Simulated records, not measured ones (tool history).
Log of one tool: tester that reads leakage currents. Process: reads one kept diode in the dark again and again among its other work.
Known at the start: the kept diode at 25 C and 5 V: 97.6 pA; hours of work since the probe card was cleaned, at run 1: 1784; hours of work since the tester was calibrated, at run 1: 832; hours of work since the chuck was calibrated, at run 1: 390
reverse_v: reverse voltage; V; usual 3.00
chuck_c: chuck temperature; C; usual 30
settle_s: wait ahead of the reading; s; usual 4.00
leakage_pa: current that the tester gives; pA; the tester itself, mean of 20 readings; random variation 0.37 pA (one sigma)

run	hour	reverse_v	chuck_c	settle_s	hours of work since the probe card was cleaned	hours of work since the tester was calibrated	hours of work since the chuck was calibrated	leakage_pa
1	0.0	3.00	30	4.00	1784	832	390	126.54
2	21.9	3.00	30	4.00	1794	842	400	126.36
3	62.8	3.00	30	4.00	1813	861	418	126.69
4	93.2	9.53	30	4.00	1827	875	432	197.86
5	128.1	9.53	30	1.86	1843	891	448	197.46
6	174.8	1.87	30	4.00	1864	913	470	106.24
7	201.0	1.87	30	4.00	1876	925	482	105.93
8	244.8	1.87	30	4.00	1896	945	502	106.12
9	277.7	1.87	30	4.00	1911	960	517	106.43
10	318.1	1.87	30	4.00	1930	978	536	105.89
11	350.9	1.87	30	4.00	1945	993	551	106.21
12	376.2	3.00	36	4.00	1957	1005	562	195.80
13	408.2	1.02	30	4.00	1971	1020	577	85.15
14	430.7	1.02	30	4.00	1982	1030	587	84.67
15	454.5	2.69	30	4.00	1993	1041	598	121.36
16	483.5	2.69	30	4.00	2006	1054	612	119.88
17	531.1	3.00	25	4.00	2028	1076	633	85.65
18	560.3	3.00	25	4.00	2041	1090	647	86.51
19	608.8	3.00	25	4.00	2063	1112	669	86.57
20	641.1	15.73	30	4.00	2078	1127	684	244.59
21	672.6	3.00	37	4.00	2093	1141	698	209.80
22	694.8	3.00	40	0.65	2103	1151	709	261.62
23	727.7	19.41	41	0.67	2118	1167	724	562.36
24	773.0	8.17	52	5.49	2139	1187	745	854.57
25	799.4	1.70	51	5.49	2151	1199	757	467.65
# hour 828.1: probe card cleaned and baked
26	842.8	1.70	51	5.49	7	1218	775	459.32
27	863.7	10.32	26	7.55	16	1228	785	126.89
28	911.9	2.00	26	1.53	38	1250	807	73.67
29	941.4	2.00	26	1.53	52	1263	821	73.68
30	963.8	3.93	43	3.93	62	1274	831	341.04
31	996.1	1.51	36	0.98	77	1288	846	147.53
32	1025.5	3.18	37	4.00	91	1302	859	204.05
33	1069.7	3.00	59	4.00	111	1322	879	960.70
34	1094.2	3.00	59	4.00	122	1333	891	952.98
35	1122.5	1.15	41	1.54	135	1346	904	196.12
36	1170.7	3.66	30	8.21	157	1369	926	124.08
37	1201.6	3.66	30	8.21	172	1383	940	123.36
38	1245.5	16.77	30	1.57	192	1403	960	208.82
39	1271.3	3.00	35	6.06	204	1415	972	170.85
40	1316.9	1.25	24	2.71	224	1436	993	52.92

Hidden state or all else? Some run-to-run changes of leakage_pa, split into what the settings, what came in and random variation would give without the hidden state, and what is left for the hidden state (with any gauge scatter that isn't in both results):
The hidden state here: stray current of the dirty probe card, pA a volt; current scale over the true one, %; true chuck temperature over the reading, C; drift of the gauge itself on leakage_pa, %.
Run 23 -> 24: reverse_v 19.41 -> 8.17, chuck_c 41 -> 52, settle_s 0.67 -> 5.49. leakage_pa +292.21 pA: hidden state -48.30, all else +340.51.
Run 24 -> 25: reverse_v 8.17 -> 1.70, chuck_c 52 -> 51. leakage_pa -386.92 pA: hidden state +1.02, all else -387.94.
Run 32 -> 33: reverse_v 3.18 -> 3.00, chuck_c 37 -> 59. leakage_pa +756.65 pA: hidden state -44.32, all else +800.97.
Run 34 -> 35: reverse_v 3.00 -> 1.15, chuck_c 59 -> 41, settle_s 4.00 -> 1.54. leakage_pa -756.86 pA: hidden state +44.51, all else -801.37.
